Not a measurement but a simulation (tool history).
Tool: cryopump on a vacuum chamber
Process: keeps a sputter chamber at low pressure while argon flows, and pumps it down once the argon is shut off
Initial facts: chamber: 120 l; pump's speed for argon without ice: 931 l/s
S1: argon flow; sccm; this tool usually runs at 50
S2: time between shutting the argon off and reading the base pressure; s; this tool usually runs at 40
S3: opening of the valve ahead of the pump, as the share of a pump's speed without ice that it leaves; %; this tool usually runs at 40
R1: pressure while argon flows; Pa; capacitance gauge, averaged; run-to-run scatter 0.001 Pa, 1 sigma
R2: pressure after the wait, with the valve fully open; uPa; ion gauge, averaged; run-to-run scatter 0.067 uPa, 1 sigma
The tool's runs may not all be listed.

run 1 hour=0.0 | S1=50 S2=40 S3=40 | R1=0.2261 R2=4.57
run 2 hour=33.8 | S1=50 S2=40 S3=40 | R1=0.2301 R2=4.67
run 3 hour=60.1 | S1=50 S2=40 S3=40 | R1=0.2291 R2=4.67
run 4 hour=89.9 | S1=50 S2=40 S3=40 | R1=0.2309 R2=4.73
run 5 hour=114.4 | S1=50 S2=40 S3=40 | R1=0.2306 R2=4.73
run 6 hour=138.3 | S1=50 S2=40 S3=40 | R1=0.2323 R2=4.53
run 7 hour=170.2 | S1=50 S2=85 S3=40 | R1=0.2303 R2=2.58
run 8 hour=224.3 | S1=50 S2=85 S3=40 | R1=0.2329 R2=2.65
run 9 hour=271.4 | S1=50 S2=85 S3=40 | R1=0.2358 R2=2.74
run 10 hour=309.2 | S1=50 S2=85 S3=40 | R1=0.2376 R2=2.65
run 11 hour=365.8 | S1=50 S2=85 S3=40 | R1=0.2372 R2=2.74
run 12 hour=391.6 | S1=50 S2=85 S3=40 | R1=0.2381 R2=2.83
run 13 hour=439.7 | S1=50 S2=85 S3=40 | R1=0.2419 R2=2.76
run 14 hour=472.5 | S1=50 S2=85 S3=40 | R1=0.2386 R2=2.88
run 15 hour=526.8 | S1=50 S2=85 S3=18 | R1=0.5230 R2=2.90
run 16 hour=568.1 | S1=50 S2=85 S3=18 | R1=0.5210 R2=3.02
run 17 hour=616.1 | S1=50 S2=85 S3=18 | R1=0.5267 R2=3.05
run 18 hour=669.3 | S1=50 S2=85 S3=18 | R1=0.5228 R2=3.05
run 19 hour=713.3 | S1=50 S2=43 S3=50 | R1=0.2007 R2=4.85
run 20 hour=747.3 | S1=31 S2=30 S3=34 | R1=0.1790 R2=6.64
run 21 hour=776.8 | S1=31 S2=30 S3=34 | R1=0.1805 R2=6.57
-- hour=820.4 pump warmed up, emptied and cooled again
run 22 hour=826.3 | S1=31 S2=30 S3=34 | R1=0.1672 R2=6.26
run 23 hour=882.5 | S1=51 S2=49 S3=40 | R1=0.2328 R2=4.35
run 24 hour=915.9 | S1=72 S2=40 S3=40 | R1=0.3322 R2=5.15
run 25 hour=942.4 | S1=72 S2=40 S3=40 | R1=0.3334 R2=5.15
run 26 hour=974.2 | S1=72 S2=40 S3=40 | R1=0.3321 R2=5.20
run 27 hour=1028.2 | S1=72 S2=40 S3=40 | R1=0.3340 R2=5.15

Estimate the outcome of run 28 from the log above:
run 28 hour=1078.2 | S1=50 S2=235 S3=45 | R1=? R2=?

Run 28 gave R1 0.2113 Pa, R2 1.96 uPa.
With no hidden state in the tool, this same run would have given R1 0.2036 Pa, R2 0.99 uPa.
